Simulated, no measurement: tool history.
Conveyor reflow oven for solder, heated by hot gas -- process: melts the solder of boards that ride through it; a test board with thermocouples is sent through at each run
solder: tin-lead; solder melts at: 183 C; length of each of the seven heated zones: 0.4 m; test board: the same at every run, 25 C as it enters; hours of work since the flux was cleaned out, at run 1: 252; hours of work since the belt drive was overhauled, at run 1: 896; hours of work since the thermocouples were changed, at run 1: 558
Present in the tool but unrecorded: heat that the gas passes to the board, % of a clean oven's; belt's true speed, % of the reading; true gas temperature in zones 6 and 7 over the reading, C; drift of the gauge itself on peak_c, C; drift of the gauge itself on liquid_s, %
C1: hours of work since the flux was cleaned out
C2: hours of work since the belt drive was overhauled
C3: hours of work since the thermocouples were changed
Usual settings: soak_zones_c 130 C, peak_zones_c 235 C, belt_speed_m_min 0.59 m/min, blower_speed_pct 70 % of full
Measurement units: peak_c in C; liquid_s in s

Run 1, day 0: usual settings; C1 252; C2 896; C3 558. Result: peak_c 214.2 C, liquid_s 54.7 s.
Run 2, day 0.588: usual settings but belt_speed_m_min 0.517 m/min; C1 259; C2 903; C3 564. Result: peak_c 218.8 C, liquid_s 68.5 s.
Run 3, day 1.338: usual settings but belt_speed_m_min 0.517 m/min; C1 268; C2 911; C3 573. Result: peak_c 219.1 C, liquid_s 68.5 s.
Run 4, day 2.333: usual settings but belt_speed_m_min 0.619 m/min; C1 279; C2 923; C3 584. Result: peak_c 212 C, liquid_s 50.1 s.
Run 5, day 3.433: usual settings but blower_speed_pct 50 % of full; C1 291; C2 935; C3 597. Result: peak_c 204.3 C, liquid_s 42.6 s.
Run 6, day 4.317: usual settings but blower_speed_pct 50 % of full; C1 301; C2 945; C3 606. Result: peak_c 204 C, liquid_s 42.5 s.
Run 7, day 5.396: usual settings but soak_zones_c 132 C; C1 313; C2 957; C3 619. Result: peak_c 214.4 C, liquid_s 56.1 s.
Run 8, day 6.217: usual settings but soak_zones_c 132 C; C1 323; C2 966; C3 628. Result: peak_c 213.9 C, liquid_s 55.8 s.
Run 9, day 7.112: usual settings but soak_zones_c 132 C; C1 333; C2 977; C3 638. Result: peak_c 213.9 C, liquid_s 56.3 s.
Run 10, day 8.371: usual settings but soak_zones_c 132 C; C1 347; C2 991; C3 652. Result: peak_c 213.8 C, liquid_s 55.9 s.
Run 11, day 9.179: usual settings but peak_zones_c 225 C; C1 356; C2 1000; C3 661. Result: peak_c 204.9 C, liquid_s 45.5 s.
Run 12, day 9.971: usual settings but soak_zones_c 132 C, peak_zones_c 225 C; C1 365; C2 1009; C3 670. Result: peak_c 205.5 C, liquid_s 46.6 s.
Run 13, day 11.096: usual settings but belt_speed_m_min 0.474 m/min; C1 378; C2 1022; C3 683. Result: peak_c 221.3 C, liquid_s 78.2 s.
Run 14, day 12.288: usual settings but soak_zones_c 132 C, belt_speed_m_min 0.585 m/min; C1 391; C2 1035; C3 697. Result: peak_c 214 C, liquid_s 56.3 s.
Run 15, day 13.575: usual settings but soak_zones_c 132 C, belt_speed_m_min 0.585 m/min; C1 406; C2 1050; C3 711. Result: peak_c 213.9 C, liquid_s 56.5 s.
Run 16, day 14.354: usual settings but belt_speed_m_min 0.52 m/min, blower_speed_pct 80 % of full; C1 415; C2 1058; C3 720. Result: peak_c 220.2 C, liquid_s 71.1 s.
Run 17, day 15.112: usual settings but belt_speed_m_min 0.52 m/min, blower_speed_pct 80 % of full; C1 423; C2 1067; C3 728. Result: peak_c 220.5 C, liquid_s 69.7 s.
Run 18, day 15.675: usual settings but belt_speed_m_min 0.52 m/min, blower_speed_pct 80 % of full; C1 429; C2 1073; C3 735. Result: peak_c 220.8 C, liquid_s 70.4 s.
At day 16.579: flux residue cleaned out of gas plates and filters.
Run 19, day 16.579: usual settings but soak_zones_c 122 C, blower_speed_pct 57 % of full; C1 0; C2 1081; C3 743. Result: peak_c 208 C, liquid_s 45.5 s.
Run 20, day 17.288: usual settings but soak_zones_c 122 C, blower_speed_pct 57 % of full; C1 8; C2 1089; C3 751. Result: peak_c 207.9 C, liquid_s 45.2 s.
Run 21, day 18.475: usual settings but soak_zones_c 120 C, belt_speed_m_min 0.669 m/min; C1 21; C2 1103; C3 764. Result: peak_c 207.7 C, liquid_s 39.3 s.
Run 22, day 19.417: usual settings but soak_zones_c 120 C, belt_speed_m_min 0.669 m/min; C1 32; C2 1113; C3 775. Result: peak_c 207.7 C, liquid_s 39.7 s.
Run 23, day 20.238: usual settings but belt_speed_m_min 0.597 m/min; C1 41; C2 1122; C3 784. Result: peak_c 215 C, liquid_s 55.5 s.
Run 24, day 20.933: usual settings but belt_speed_m_min 0.597 m/min; C1 49; C2 1130; C3 792. Result: peak_c 214.8 C, liquid_s 55 s.

Run 25, settings as shown, results not yet in. Your forecast:
Run 25, day 22.012: usual settings but soak_zones_c 136 C, belt_speed_m_min 0.516 m/min; C1 61; C2 1143; C3 804. Result: peak_c ?, liquid_s ?.

peak_c: 220.4 C
liquid_s: 73.2 s
If the tool had no hidden condition, the same run with the same run-to-run variation would have returned peak_c 219.2 C, liquid_s 70.7 s.
